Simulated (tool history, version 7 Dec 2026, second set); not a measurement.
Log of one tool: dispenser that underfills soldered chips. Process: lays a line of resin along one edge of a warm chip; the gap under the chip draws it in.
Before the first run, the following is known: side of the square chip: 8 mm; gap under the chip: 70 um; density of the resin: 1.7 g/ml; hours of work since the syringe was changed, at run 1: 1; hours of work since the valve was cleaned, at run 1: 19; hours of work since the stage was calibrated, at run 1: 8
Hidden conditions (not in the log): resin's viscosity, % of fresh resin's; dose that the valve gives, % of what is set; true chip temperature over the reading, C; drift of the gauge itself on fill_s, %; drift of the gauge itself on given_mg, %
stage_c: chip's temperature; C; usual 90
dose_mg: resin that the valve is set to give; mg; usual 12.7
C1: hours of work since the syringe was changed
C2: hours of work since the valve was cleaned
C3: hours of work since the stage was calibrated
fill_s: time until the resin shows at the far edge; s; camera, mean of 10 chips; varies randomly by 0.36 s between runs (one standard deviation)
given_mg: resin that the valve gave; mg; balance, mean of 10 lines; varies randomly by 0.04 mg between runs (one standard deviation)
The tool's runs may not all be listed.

Run 1, day 0.000: usual settings; C1 1; C2 19; C3 8. Result: fill_s 20.8 s, given_mg 12.72 mg.
At day 0.388: new syringe of resin.
Run 2, day 0.525: usual settings; C1 2; C2 28; C3 16. Result: fill_s 22.7 s, given_mg 12.55 mg.
At day 0.821: new syringe of resin.
Run 3, day 1.021: usual settings; C1 3; C2 36; C3 25. Result: fill_s 24.8 s, given_mg 12.54 mg.
At day 1.246: new syringe of resin.
Run 4, day 1.329: usual settings; C1 1; C2 41; C3 30. Result: fill_s 22.9 s, given_mg 12.54 mg.
At day 1.679: new syringe of resin.
Run 5, day 1.729: usual settings; C1 1; C2 48; C3 36. Result: fill_s 20.7 s, given_mg 12.57 mg.
At day 2.100: new syringe of resin.
Run 6, day 2.254: usual settings; C1 3; C2 57; C3 45. Result: fill_s 24.0 s, given_mg 12.48 mg.
At day 2.542: new syringe of resin.
Run 7, day 2.742: usual settings; C1 3; C2 65; C3 53. Result: fill_s 25.4 s, given_mg 12.45 mg.
At day 2.842: dispensing valve cleaned and set on the balance.
At day 3.025: new syringe of resin.
Run 8, day 3.312: usual settings; C1 5; C2 8; C3 62. Result: fill_s 27.8 s, given_mg 12.72 mg.
At day 3.454: new syringe of resin.
Run 9, day 3.758: usual settings; C1 5; C2 15; C3 70. Result: fill_s 28.9 s, given_mg 12.61 mg.
At day 3.875: new syringe of resin.
At day 4.304: new syringe of resin.
Run 10, day 4.367: usual settings; C1 1; C2 25; C3 80. Result: fill_s 22.3 s, given_mg 12.55 mg.
At day 4.725: new syringe of resin.
Run 11, day 4.888: usual settings but dose_mg 11.9 mg; C1 3; C2 34; C3 89. Result: fill_s 23.8 s, given_mg 11.76 mg.
At day 5.133: new syringe of resin.
Run 12, day 5.329: usual settings but dose_mg 11.9 mg; C1 3; C2 42; C3 96. Result: fill_s 25.5 s, given_mg 11.76 mg.
At day 5.558: new syringe of resin.
Run 13, day 5.733: usual settings but dose_mg 11.9 mg; C1 3; C2 48; C3 103. Result: fill_s 25.0 s, given_mg 11.73 mg.
At day 6.000: new syringe of resin.
Run 14, day 6.138: usual settings but stage_c 85 C, dose_mg 11.9 mg; C1 2; C2 55; C3 109. Result: fill_s 30.6 s, given_mg 11.70 mg.
At day 6.408: new syringe of resin.
Run 15, day 6.462: usual settings but stage_c 85 C, dose_mg 11.9 mg; C1 1; C2 60; C3 115. Result: fill_s 27.7 s, given_mg 11.71 mg.
At day 6.833: dispensing valve cleaned and set on the balance.
At day 6.888: new syringe of resin.
Run 16, day 6.975: usual settings but stage_c 104 C, dose_mg 13.1 mg; C1 2; C2 2; C3 123. Result: fill_s 11.7 s, given_mg 13.05 mg.
At day 7.308: new syringe of resin.
Run 17, day 7.308: usual settings but stage_c 76 C, dose_mg 15.0 mg; C1 0; C2 8; C3 128. Result: fill_s 39.4 s, given_mg 14.98 mg.
At day 7.729: new syringe of resin.
Run 18, day 7.904: usual settings but stage_c 76 C, dose_mg 15.0 mg; C1 3; C2 18; C3 138. Result: fill_s 47.6 s, given_mg 14.90 mg.
At day 8.179: new syringe of resin.
Run 19, day 8.392: usual settings but stage_c 88 C, dose_mg 12.6 mg; C1 4; C2 26; C3 146. Result: fill_s 28.8 s, given_mg 12.47 mg.
At day 8.608: new syringe of resin.
Run 20, day 8.667: usual settings but stage_c 88 C, dose_mg 12.6 mg; C1 1; C2 30; C3 151. Result: fill_s 25.1 s, given_mg 12.44 mg.
At day 9.050: new syringe of resin.
Run 21, day 9.317: usual settings but stage_c 96 C, dose_mg 16.3 mg; C1 5; C2 41; C3 162. Result: fill_s 21.5 s, given_mg 16.00 mg.
At day 9.504: new syringe of resin.
Run 22, day 9.746: usual settings but stage_c 96 C, dose_mg 11.0 mg; C1 4; C2 49; C3 169. Result: fill_s 20.7 s, given_mg 10.93 mg.
At day 9.925: new syringe of resin.
Run 23, day 10.150: usual settings but stage_c 86 C, dose_mg 10.9 mg; C1 4; C2 55; C3 176. Result: fill_s 33.3 s, given_mg 10.70 mg.
At day 10.392: new syringe of resin.
Run 24, day 10.533: usual settings but stage_c 89 C, dose_mg 11.4 mg; C1 2; C2 62; C3 182. Result: fill_s 25.8 s, given_mg 11.16 mg.

Here are 5 independent what-if runs from the current tool condition. What would each one return?
At day 10.804: dispensing valve cleaned and set on the balance.
At day 10.858: new syringe of resin.
Run A, day 10.946: usual settings but stage_c 84 C, dose_mg 13.1 mg; C1 1; C2 2; C3 188. Result: fill_s ?, given_mg ?.
At day 10.804: dispensing valve cleaned and set on the balance.
At day 10.858: new syringe of resin.
Run B, day 10.946: usual settings but stage_c 105 C, dose_mg 11.3 mg; C1 1; C2 2; C3 188. Result: fill_s ?, given_mg ?.
At day 10.804: dispensing valve cleaned and set on the balance.
At day 10.858: new syringe of resin.
Run C, day 10.946: usual settings but stage_c 96 C, dose_mg 12.4 mg; C1 1; C2 2; C3 188. Result: fill_s ?, given_mg ?.
At day 10.804: dispensing valve cleaned and set on the balance.
At day 10.858: new syringe of resin.
Run D, day 10.946: usual settings but stage_c 101 C, dose_mg 14.0 mg; C1 1; C2 2; C3 188. Result: fill_s ?, given_mg ?.
At day 10.804: dispensing valve cleaned and set on the balance.
At day 10.858: new syringe of resin.
Run E, day 10.946: usual settings but stage_c 95 C, dose_mg 14.0 mg; C1 1; C2 2; C3 188. Result: fill_s ?, given_mg ?.

run  fill_s  given_mg
  A    30.1     13.10
  B    12.0     11.32
  C    17.8     12.38
  D    14.2     13.98
  E    18.5     14.03
What these runs would have given with no unlogged condition in the tool:
run  fill_s  given_mg
  A    26.0     13.10
  B    10.5     11.33
  C    15.5     12.39
  D    12.4     13.99
  E    16.0     14.04
